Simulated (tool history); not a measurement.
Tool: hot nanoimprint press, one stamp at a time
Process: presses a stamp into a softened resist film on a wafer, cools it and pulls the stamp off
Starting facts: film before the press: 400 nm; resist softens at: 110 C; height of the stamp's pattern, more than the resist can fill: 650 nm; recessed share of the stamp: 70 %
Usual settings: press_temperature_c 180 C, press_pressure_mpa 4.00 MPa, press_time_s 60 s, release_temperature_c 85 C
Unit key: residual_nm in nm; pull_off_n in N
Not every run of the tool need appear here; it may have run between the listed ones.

| run | day | press_temperature_c | press_pressure_mpa | press_time_s | release_temperature_c | residual_nm | pull_off_n |
|---|---|---|---|---|---|---|---|
| 1 | 0.000 | 180 | 4.00 | 60 | 85 | 219.1 | 146 |
| 2 | 0.375 | 180 | 4.00 | 60 | 92 | 220.4 | 121 |
|  | 0.854 | plate thermocouple calibrated |
| 3 | 0.854 | 180 | 4.00 | 60 | 92 | 216.7 | 119 |
| 4 | 1.367 | 180 | 4.00 | 60 | 85 | 215.5 | 143 |
| 5 | 1.779 | 180 | 4.00 | 60 | 85 | 215.9 | 149 |
|  | 1.979 | plate thermocouple calibrated, once more |
| 6 | 2.362 | 180 | 4.00 | 60 | 85 | 229.5 | 152 |
| 7 | 2.933 | 180 | 4.00 | 107 | 85 | 189.7 | 153 |
| 8 | 3.433 | 180 | 4.00 | 107 | 85 | 188.5 | 150 |
| 9 | 3.754 | 180 | 4.00 | 107 | 85 | 188.9 | 154 |
| 10 | 4.158 | 180 | 4.00 | 107 | 85 | 187.6 | 154 |
| 11 | 4.396 | 180 | 4.00 | 107 | 85 | 189.3 | 156 |
| 12 | 4.946 | 180 | 3.85 | 107 | 81 | 190.3 | 176 |
| 13 | 5.433 | 180 | 3.85 | 107 | 81 | 190.4 | 172 |
| 14 | 5.733 | 179 | 4.00 | 90 | 85 | 208.6 | 163 |
| 15 | 6.300 | 179 | 4.00 | 90 | 85 | 208.2 | 161 |
| 16 | 6.542 | 179 | 4.00 | 90 | 85 | 208.1 | 163 |
| 17 | 6.983 | 179 | 4.00 | 90 | 85 | 208.2 | 168 |

Alternative continuations, all from the tool just after run 17; predict every row:
| A | 7.512 | 179 | 4.00 | 90 | 87 | ? | ? |
| B | 7.512 | 175 | 4.00 | 72 | 85 | ? | ? |
| C | 7.512 | 182 | 2.79 | 60 | 81 | ? | ? |

| run | residual_nm | pull_off_n |
|---|---|---|
| A | 207.3 | 154 |
| B | 260.6 | 167 |
| C | 241.9 | 180 |
Without the tool's hidden state the same runs would have given:
| run | residual_nm | pull_off_n |
|---|---|---|
| A | 207.3 | 132 |
| B | 260.5 | 143 |
| C | 241.9 | 154 |
